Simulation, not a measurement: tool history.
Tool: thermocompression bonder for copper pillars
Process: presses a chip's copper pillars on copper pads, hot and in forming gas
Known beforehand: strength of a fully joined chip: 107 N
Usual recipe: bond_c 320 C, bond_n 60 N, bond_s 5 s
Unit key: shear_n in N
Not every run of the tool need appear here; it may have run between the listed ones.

run   hour  bond_c  bond_n  bond_s  shear_n
  1      0     320      60       5       37
  2     37     320      60       5     37.1
  3   80.5     320      60       5     36.9
        89  -- forming gas filter changed
  4    119     320      53       5     34.1
  5  156.1     320      60       3     31.9
  6    191     320      60       5     38.1
  7  223.5     320      60       5     37.8
  8  266.4     320      60       5     36.8
  9  296.2     320      60       5     36.7
 10  336.1     320      60       5     36.7
     357.6  -- forming gas filter changed
 11  357.6     320      60       5     38.4
 12  398.5     320      65       5     42.6
 13  418.3     320      60       5     38.6
 14    463     320      78      11     65.9
 15  505.2     307      64       7     40.5
 16  537.4     332      60      12     57.7
 17  562.6     332      60      12     57.7
     578.3  -- force cell calibrated
 18  588.8     320      50       5     27.2
 19    617     317      50       3     21.3
     628.8  -- forming gas filter changed
 20  649.5     317      50       3     22.7
 21  685.1     317      50       3     21.2
 22  730.3     326      42       4     23.7
 23    766     314      42      11     29.2
 24  814.5     331      37       9     28.1
 25  853.7     333      39       3     19.2

Results for each run, recomputed without the tool's hidden state and with each run's random variation untouched:
The hidden state here: true temperature of the bond over the reading, C; force that reaches the chip, % of what is set; oxide that the forming gas leaves, % of the face; drift of the gauge itself on shear_n, %.
run  shear_n
  1     40.7
  2       41
  3     41.3
  4     36.5
  5     34.4
  6     41.3
  7     41.4
  8     40.7
  9     40.8
 10     41.3
 11     40.7
 12     45.5
 13     41.5
 14     70.4
 15     44.5
 16     62.8
 17     63.2
 18     32.6
 19     25.7
 20       26
 21     24.6
 22     27.4
 23     34.3
 24     32.9
 25     22.9
